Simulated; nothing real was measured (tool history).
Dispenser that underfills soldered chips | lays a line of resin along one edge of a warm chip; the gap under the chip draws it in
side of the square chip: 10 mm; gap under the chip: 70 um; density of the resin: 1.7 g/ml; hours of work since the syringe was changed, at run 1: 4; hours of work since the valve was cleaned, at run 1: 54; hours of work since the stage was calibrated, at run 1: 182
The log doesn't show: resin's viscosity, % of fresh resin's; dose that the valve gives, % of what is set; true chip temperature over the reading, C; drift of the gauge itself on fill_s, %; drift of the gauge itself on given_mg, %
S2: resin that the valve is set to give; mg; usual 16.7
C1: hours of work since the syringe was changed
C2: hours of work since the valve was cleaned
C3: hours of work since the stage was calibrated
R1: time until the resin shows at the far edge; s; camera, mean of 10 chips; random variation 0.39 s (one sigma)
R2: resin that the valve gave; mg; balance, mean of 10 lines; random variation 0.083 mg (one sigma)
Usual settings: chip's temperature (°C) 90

Run 1, hour 0: usual settings; C1 4; C2 54; C3 182. Result: R1 34.6 s, R2 16.05 mg.
At hour 6.6: new syringe of resin.
Run 2, hour 9.4: usual settings; C1 2; C2 60; C3 188. Result: R1 29.7 s, R2 16.01 mg.
At hour 19.1: new syringe of resin.
Run 3, hour 19.5: usual settings; C1 0; C2 66; C3 194. Result: R1 27.7 s, R2 15.82 mg.
At hour 21.9: dispensing valve cleaned and set on the balance.
Run 4, hour 29.1: usual settings; C1 6; C2 5; C3 200. Result: R1 39.4 s, R2 16.71 mg.
At hour 33.8: new syringe of resin.
Run 5, hour 39.2: usual settings but chip's temperature (°C) 87; C1 4; C2 11; C3 206. Result: R1 39 s, R2 16.62 mg.
At hour 46.8: new syringe of resin.
Run 6, hour 50.6: usual settings but chip's temperature (°C) 87; C1 3; C2 19; C3 213. Result: R1 35.2 s, R2 16.53 mg.
At hour 59.2: new syringe of resin.
Run 7, hour 67.2: usual settings; C1 5; C2 29; C3 224. Result: R1 37.7 s, R2 16.44 mg.
At hour 71.9: new syringe of resin.
Run 8, hour 81.7: usual settings; C1 6; C2 39; C3 234. Result: R1 40.9 s, R2 16.32 mg.
At hour 84.9: new syringe of resin.
Run 9, hour 91.2: usual settings; C1 4; C2 45; C3 240. Result: R1 35 s, R2 16.2 mg.
At hour 97.7: new syringe of resin.
Run 10, hour 103: usual settings; C1 4; C2 52; C3 247. Result: R1 34.1 s, R2 16.05 mg.
At hour 111.1: new syringe of resin.
Run 11, hour 116.7: usual settings; C1 4; C2 61; C3 256. Result: R1 33.6 s, R2 16.1 mg.
At hour 124.7: new syringe of resin.
At hour 126.4: dispensing valve cleaned and set on the balance.
Run 12, hour 134.7: usual settings; C1 6; C2 5; C3 267. Result: R1 39.8 s, R2 16.77 mg.
At hour 138.5: new syringe of resin.
Run 13, hour 144.8: usual settings; C1 4; C2 12; C3 273. Result: R1 34.5 s, R2 16.49 mg.
At hour 151.3: new syringe of resin.
Run 14, hour 155.5: usual settings but chip's temperature (°C) 104; C1 3; C2 19; C3 280. Result: R1 18 s, R2 16.51 mg.
Run 15, hour 163.2: usual settings but chip's temperature (°C) 89; C1 8; C2 24; C3 285. Result: R1 47.1 s, R2 16.38 mg.
At hour 164.5: new syringe of resin.
Run 16, hour 171.9: usual settings; C1 5; C2 29; C3 291. Result: R1 37.3 s, R2 16.29 mg.
At hour 176.9: new syringe of resin.
Run 17, hour 188.7: usual settings; C1 8; C2 40; C3 302. Result: R1 45.8 s, R2 16.27 mg.
At hour 189.9: new syringe of resin.
Run 18, hour 201.6: usual settings but S2 20 mg; C1 8; C2 49; C3 310. Result: R1 43.2 s, R2 19.22 mg.
At hour 203.4: new syringe of resin.
At hour 215.7: new syringe of resin.
Run 19, hour 215.7: usual settings but S2 20 mg; C1 0; C2 57; C3 319. Result: R1 26.9 s, R2 19.07 mg.
At hour 227.9: new syringe of resin.
At hour 230.4: dispensing valve cleaned and set on the balance.
Run 20, hour 232.8: usual settings but chip's temperature (°C) 92, S2 20.1 mg; C1 3; C2 2; C3 329. Result: R1 28.7 s, R2 20.14 mg.
At hour 241.4: new syringe of resin.
Run 21, hour 241.9: usual settings but chip's temperature (°C) 84, S2 20.9 mg; C1 0; C2 7; C3 335. Result: R1 35.5 s, R2 20.91 mg.
At hour 253.9: new syringe of resin.
Run 22, hour 254.4: usual settings but chip's temperature (°C) 97; C1 0; C2 15; C3 343. Result: R1 20.6 s, R2 16.7 mg.
At hour 266.7: new syringe of resin.
Run 23, hour 270.6: usual settings but S2 21.6 mg; C1 3; C2 26; C3 354. Result: R1 31.9 s, R2 21.22 mg.
At hour 279.2: new syringe of resin.
Run 24, hour 283.3: usual settings but chip's temperature (°C) 97, S2 19.3 mg; C1 3; C2 34; C3 362. Result: R1 24 s, R2 18.86 mg.
At hour 291.5: new syringe of resin.
Run 25, hour 299.6: usual settings but chip's temperature (°C) 85, S2 17.6 mg; C1 5; C2 45; C3 372. Result: R1 50 s, R2 16.85 mg.
At hour 303.9: new syringe of resin.
Run 26, hour 308: usual settings but chip's temperature (°C) 77, S2 16.8 mg; C1 3; C2 50; C3 378. Result: R1 60.8 s, R2 16.24 mg.
At hour 316.2: new syringe of resin.
Run 27, hour 321.2: usual settings but chip's temperature (°C) 81, S2 16.8 mg; C1 3; C2 58; C3 386. Result: R1 53.8 s, R2 16.11 mg.
At hour 329.2: new syringe of resin.
Run 28, hour 330.3: usual settings but chip's temperature (°C) 92, S2 16.5 mg; C1 1; C2 64; C3 392. Result: R1 27.4 s, R2 15.94 mg.
At hour 334.5: dispensing valve cleaned and set on the balance.
At hour 343.1: new syringe of resin.
Run 29, hour 345.9: usual settings but chip's temperature (°C) 89, S2 15.8 mg; C1 2; C2 7; C3 401. Result: R1 33.5 s, R2 15.61 mg.
At hour 355.4: new syringe of resin.
Run 30, hour 360.6: usual settings but chip's temperature (°C) 104, S2 15.5 mg; C1 3; C2 17; C3 411. Result: R1 18.8 s, R2 15.27 mg.
At hour 367.9: new syringe of resin.
Run 31, hour 375.3: usual settings but chip's temperature (°C) 104, S2 15.5 mg; C1 5; C2 26; C3 420. Result: R1 21.1 s, R2 15.45 mg.
At hour 380.3: new syringe of resin.
Run 32, hour 389.4: usual settings but chip's temperature (°C) 104, S2 15.5 mg; C1 6; C2 35; C3 430. Result: R1 22.9 s, R2 15.2 mg.
At hour 392.8: new syringe of resin.
Run 33, hour 398.8: usual settings but chip's temperature (°C) 86, S2 18.2 mg; C1 4; C2 41; C3 436. Result: R1 43.6 s, R2 17.74 mg.
At hour 405.4: new syringe of resin.
Run 34, hour 410.9: usual settings but chip's temperature (°C) 86, S2 18.2 mg; C1 4; C2 49; C3 443. Result: R1 43.8 s, R2 17.53 mg.

Measured less the same run without the tool's hidden state. The same run-to-run variation is in both; the gauge's scatter may not be:
run     R1     R2
  1   +9.8  -0.66
  2   +4.7  -0.74
  3   +2.3   -0.8
  4  +14.1  -0.02
  5    +10   -0.1
  6   +7.3  -0.19
  7  +13.2  -0.33
  8  +15.9  -0.44
  9  +10.8  -0.51
 10   +9.2   -0.6
 11     +9   -0.7
 12  +14.8  -0.09
 13   +9.9  -0.17
 14     +4  -0.25
 15    +21  -0.31
 16  +12.3  -0.37
 17  +20.9  -0.51
 18  +18.9  -0.73
 19   +2.5  -0.85
 20   +6.6  +0.01
 21   +4.2  -0.07
 22   +2.3  -0.15
 23   +7.8  -0.36
 24   +5.9  -0.43
 25  +18.3  -0.52
 26  +15.3  -0.57
 27  +15.6  -0.66
 28   +4.1  -0.73
 29   +6.8  -0.06
 30   +5.4  -0.17
 31   +6.8  -0.29
 32     +9  -0.39
 33  +13.7  -0.54
 34    +14  -0.64
